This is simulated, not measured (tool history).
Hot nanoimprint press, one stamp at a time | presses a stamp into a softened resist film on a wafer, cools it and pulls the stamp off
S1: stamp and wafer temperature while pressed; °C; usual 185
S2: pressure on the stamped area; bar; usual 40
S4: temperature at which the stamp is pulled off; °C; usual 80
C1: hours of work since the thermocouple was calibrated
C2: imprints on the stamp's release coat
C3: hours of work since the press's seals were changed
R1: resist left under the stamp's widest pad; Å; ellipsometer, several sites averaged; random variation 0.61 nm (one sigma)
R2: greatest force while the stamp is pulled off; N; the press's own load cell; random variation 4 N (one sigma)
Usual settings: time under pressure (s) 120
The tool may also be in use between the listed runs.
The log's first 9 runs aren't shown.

run 10 hour=379.1 | S1=185 S2=40 time_under_pressure_(s)=189 S4=80 | C1=27 C2=375 C3=478 | R1=985 R2=218
run 11 hour=438.2 | S1=185 S2=40 time_under_pressure_(s)=189 S4=80 | C1=60 C2=546 C3=512 | R1=993 R2=218
run 12 hour=470.2 | S1=185 S2=40 time_under_pressure_(s)=189 S4=80 | C1=79 C2=639 C3=530 | R1=999 R2=221
-- hour=498.6 plate thermocouple calibrated, once more
run 13 hour=506.4 | S1=185 S2=40 time_under_pressure_(s)=120 S4=80 | C1=4 C2=736 C3=549 | R1=1161 R2=225
run 14 hour=534.2 | S1=185 S2=40 time_under_pressure_(s)=120 S4=75 | C1=20 C2=817 C3=564 | R1=1160 R2=234
run 15 hour=580.5 | S1=185 S2=40 time_under_pressure_(s)=120 S4=69 | C1=46 C2=951 C3=590 | R1=1171 R2=271
run 16 hour=636.8 | S1=185 S2=40 time_under_pressure_(s)=120 S4=80 | C1=78 C2=1115 C3=622 | R1=1169 R2=246
run 17 hour=689.3 | S1=185 S2=40 time_under_pressure_(s)=120 S4=80 | C1=108 C2=1267 C3=652 | R1=1173 R2=250
run 18 hour=739.5 | S1=185 S2=40 time_under_pressure_(s)=120 S4=80 | C1=136 C2=1413 C3=680 | R1=1181 R2=255
run 19 hour=783.1 | S1=176 S2=30.2 time_under_pressure_(s)=168 S4=71 | C1=161 C2=1540 C3=705 | R1=1627 R2=302
-- hour=830.7 stamp cleaned and given a new release coat
run 20 hour=839.1 | S1=192 S2=30.2 time_under_pressure_(s)=168 S4=81 | C1=189 C2=24 C3=733 | R1=988 R2=194
run 21 hour=867.9 | S1=193 S2=40 time_under_pressure_(s)=120 S4=71 | C1=205 C2=107 C3=750 | R1=921 R2=227
run 22 hour=908.6 | S1=189 S2=40 time_under_pressure_(s)=152 S4=80 | C1=228 C2=226 C3=773 | R1=958 R2=206
-- hour=958.3 plate thermocouple calibrated
run 23 hour=965.3 | S1=196 S2=45.3 time_under_pressure_(s)=120 S4=80 | C1=4 C2=382 C3=803 | R1=773 R2=205
run 24 hour=1009.7 | S1=185 S2=40 time_under_pressure_(s)=120 S4=83 | C1=29 C2=511 C3=828 | R1=1178 R2=207
run 25 hour=1038 | S1=174 S2=40 time_under_pressure_(s)=120 S4=83 | C1=45 C2=593 C3=844 | R1=1681 R2=211
run 26 hour=1069.1 | S1=185 S2=27.3 time_under_pressure_(s)=120 S4=80 | C1=63 C2=683 C3=862 | R1=1420 R2=229
run 27 hour=1120.3 | S1=175 S2=40 time_under_pressure_(s)=120 S4=83 | C1=92 C2=832 C3=891 | R1=1642 R2=226
run 28 hour=1172.9 | S1=194 S2=44.9 time_under_pressure_(s)=176 S4=72 | C1=121 C2=985 C3=920 | R1=724 R2=257
run 29 hour=1217.2 | S1=194 S2=41.9 time_under_pressure_(s)=81 S4=72 | C1=146 C2=1113 C3=945 | R1=1010 R2=270
run 30 hour=1247.3 | S1=185 S2=56.7 time_under_pressure_(s)=176 S4=80 | C1=163 C2=1201 C3=962 | R1=852 R2=249
run 31 hour=1301.2 | S1=185 S2=56.3 time_under_pressure_(s)=115 S4=80 | C1=194 C2=1357 C3=993 | R1=999 R2=266

Forecast each of these 3 alternatives for the next run:
-- hour=1333.2 press's hydraulic seals changed and the load cell set to zero
run A hour=1359.3 | S1=185 S2=25.2 time_under_pressure_(s)=120 S4=80 | C1=222 C2=1503 C3=15 | R1=? R2=?
-- hour=1333.2 press's hydraulic seals changed and the load cell set to zero
run B hour=1359.3 | S1=175 S2=60.7 time_under_pressure_(s)=120 S4=80 | C1=222 C2=1503 C3=15 | R1=? R2=?
-- hour=1333.2 press's hydraulic seals changed and the load cell set to zero
run C hour=1359.3 | S1=185 S2=40 time_under_pressure_(s)=120 S4=67 | C1=222 C2=1503 C3=15 | R1=? R2=?

run=A R1=1463 R2=258
run=B R1=1266 R2=263
run=C R1=1133 R2=309
Without the tool's hidden state the same runs would have given:
run=A R1=1444 R2=190
run=B R1=1245 R2=195
run=C R1=1116 R2=230
